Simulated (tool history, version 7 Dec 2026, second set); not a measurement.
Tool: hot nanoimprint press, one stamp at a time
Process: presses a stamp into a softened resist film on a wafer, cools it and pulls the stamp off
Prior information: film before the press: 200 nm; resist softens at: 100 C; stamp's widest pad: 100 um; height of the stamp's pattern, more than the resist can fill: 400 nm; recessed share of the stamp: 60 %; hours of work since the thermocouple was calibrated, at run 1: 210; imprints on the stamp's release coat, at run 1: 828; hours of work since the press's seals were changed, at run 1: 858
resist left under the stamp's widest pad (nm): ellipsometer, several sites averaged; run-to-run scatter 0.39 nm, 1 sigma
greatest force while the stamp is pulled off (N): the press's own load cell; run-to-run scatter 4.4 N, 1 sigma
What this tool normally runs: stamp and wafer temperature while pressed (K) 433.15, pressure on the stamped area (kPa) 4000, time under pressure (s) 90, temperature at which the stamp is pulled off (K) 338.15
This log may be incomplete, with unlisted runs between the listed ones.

| run | day | stamp and wafer temperature while pressed (K) | pressure on the stamped area (kPa) | time under pressure (s) | temperature at which the stamp is pulled off (K) | hours of work since the thermocouple was calibrated | imprints on the stamp's release coat | hours of work since the press's seals were changed | resist left under the stamp's widest pad (nm) | greatest force while the stamp is pulled off (N) |
|---|---|---|---|---|---|---|---|---|---|---|
| 1 | 0.000 | 433.15 | 4000 | 90 | 338.15 | 210 | 828 | 858 | 83.2 | 264 |
| 2 | 1.092 | 433.15 | 4000 | 90 | 338.15 | 225 | 897 | 873 | 83.1 | 265 |
| 3 | 2.096 | 423.15 | 4000 | 90 | 338.15 | 239 | 961 | 887 | 123.0 | 283 |
| 4 | 2.854 | 433.15 | 4000 | 90 | 336.15 | 250 | 1009 | 897 | 82.9 | 296 |
| 5 | 3.617 | 433.15 | 4000 | 90 | 336.15 | 260 | 1057 | 908 | 83.2 | 283 |
|  | 5.388 | stamp cleaned and given a new release coat |
| 6 | 5.388 | 433.15 | 4000 | 90 | 336.15 | 281 | 0 | 929 | 81.7 | 218 |
|  | 5.612 | plate thermocouple calibrated |
| 7 | 6.996 | 433.15 | 4000 | 90 | 336.15 | 19 | 94 | 950 | 86.5 | 227 |
| 8 | 7.750 | 433.15 | 4000 | 90 | 338.15 | 30 | 141 | 960 | 85.9 | 222 |
| 9 | 9.158 | 433.15 | 3980 | 90 | 338.15 | 49 | 230 | 980 | 85.6 | 228 |
| 10 | 10.142 | 433.15 | 4000 | 86 | 338.15 | 63 | 293 | 993 | 86.5 | 238 |
| 11 | 10.917 | 433.15 | 2500 | 90 | 338.15 | 74 | 342 | 1004 | 102.5 | 224 |
| 12 | 12.225 | 433.15 | 4000 | 90 | 338.15 | 92 | 425 | 1022 | 84.8 | 240 |
| 13 | 13.142 | 433.15 | 4000 | 90 | 338.15 | 105 | 483 | 1035 | 84.7 | 236 |
| 14 | 14.496 | 433.15 | 4000 | 93 | 344.15 | 123 | 568 | 1054 | 83.7 | 233 |
| 15 | 15.717 | 433.15 | 5100 | 56 | 338.15 | 140 | 645 | 1071 | 92.3 | 249 |
| 16 | 17.354 | 439.15 | 4000 | 90 | 344.15 | 163 | 749 | 1093 | 66.4 | 239 |
| 17 | 18.900 | 433.15 | 3050 | 90 | 338.15 | 185 | 847 | 1115 | 93.1 | 262 |
| 18 | 19.904 | 433.15 | 3050 | 90 | 338.15 | 198 | 910 | 1129 | 93.2 | 277 |
| 19 | 21.775 | 437.15 | 5170 | 54 | 342.15 | 224 | 1029 | 1155 | 78.7 | 266 |
| 20 | 22.746 | 443.15 | 5630 | 54 | 326.15 | 238 | 1090 | 1168 | 59.8 | 316 |
|  | 23.158 | press's hydraulic seals changed and the load cell set to zero |
|  | 24.321 | stamp cleaned and given a new release coat |
| 21 | 24.871 | 443.15 | 5630 | 54 | 326.15 | 259 | 35 | 20 | 57.3 | 246 |
|  | 26.721 | plate thermocouple calibrated |
| 22 | 26.721 | 428.15 | 4310 | 79 | 332.15 | 0 | 144 | 44 | 107.8 | 235 |
| 23 | 28.408 | 440.15 | 4830 | 53 | 344.15 | 23 | 250 | 68 | 74.0 | 217 |

5 ways to go on from here, each from the tool as it stands after run 23. What would each give?
| A | 29.592 | 434.15 | 4830 | 106 | 344.15 | 40 | 325 | 84 | ? | ? |
| B | 29.592 | 425.15 | 4830 | 53 | 344.15 | 40 | 325 | 84 | ? | ? |
| C | 29.592 | 433.15 | 4000 | 57 | 338.15 | 40 | 325 | 84 | ? | ? |
| D | 29.592 | 440.15 | 4830 | 86 | 340.15 | 40 | 325 | 84 | ? | ? |
| E | 29.592 | 440.15 | 2750 | 149 | 345.15 | 40 | 325 | 84 | ? | ? |

| run | resist left under the stamp's widest pad (nm) | greatest force while the stamp is pulled off (N) |
|---|---|---|
| A | 69.6 | 218 |
| B | 129.0 | 224 |
| C | 101.1 | 243 |
| D | 59.9 | 229 |
| E | 61.4 | 222 |
Without the tool's unlogged condition, the same runs would have read:
| run | resist left under the stamp's widest pad (nm) | greatest force while the stamp is pulled off (N) |
|---|---|---|
| A | 69.4 | 198 |
| B | 128.6 | 203 |
| C | 100.7 | 221 |
| D | 59.6 | 208 |
| E | 61.3 | 202 |

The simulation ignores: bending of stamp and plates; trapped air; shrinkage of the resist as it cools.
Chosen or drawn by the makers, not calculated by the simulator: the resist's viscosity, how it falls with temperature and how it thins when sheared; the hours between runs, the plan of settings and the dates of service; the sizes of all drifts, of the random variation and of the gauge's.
